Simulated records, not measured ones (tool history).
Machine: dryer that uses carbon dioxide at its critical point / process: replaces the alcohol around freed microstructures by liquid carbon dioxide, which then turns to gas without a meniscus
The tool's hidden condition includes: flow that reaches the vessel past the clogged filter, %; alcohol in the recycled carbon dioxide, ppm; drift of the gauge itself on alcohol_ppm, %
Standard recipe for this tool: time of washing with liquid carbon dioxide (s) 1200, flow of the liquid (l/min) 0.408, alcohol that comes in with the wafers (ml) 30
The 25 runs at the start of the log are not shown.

run	hour	time of washing with liquid carbon dioxide (s)	flow of the liquid (l/min)	alcohol that comes in with the wafers (ml)	hours of work since the filter was changed	hours of work since the purifier's bed was changed	alcohol left in the vessel before it's heated (ppm by volume)
26	254	1500	0.568	55	250	423	84
# hour 266.8: inlet filter changed
27	267.7	840	0.4	25	1	430	407
28	277.2	840	0.4	25	6	436	426
29	290.7	840	0.4	25	15	445	423
30	304.7	840	0.4	25	23	453	438
31	311.1	840	0.4	25	27	457	428
32	320.2	720	0.329	30	33	463	1535
33	334.4	720	0.329	30	42	471	1603

4 ways to go on from here, each from the tool as it stands after run 33. What would each give?
A	343.3	840	0.62	79	47	477	?
B	343.3	1140	0.495	27	47	477	?
C	343.3	1140	0.329	30	47	477	?
D	343.3	1080	0.556	24	47	477	?

run	alcohol left in the vessel before it's heated (ppm by volume)
A	204
B	120
C	352
D	117
Without the tool's unlogged condition, the same runs would have read:
run	alcohol left in the vessel before it's heated (ppm by volume)
A	97
B	29
C	228
D	27
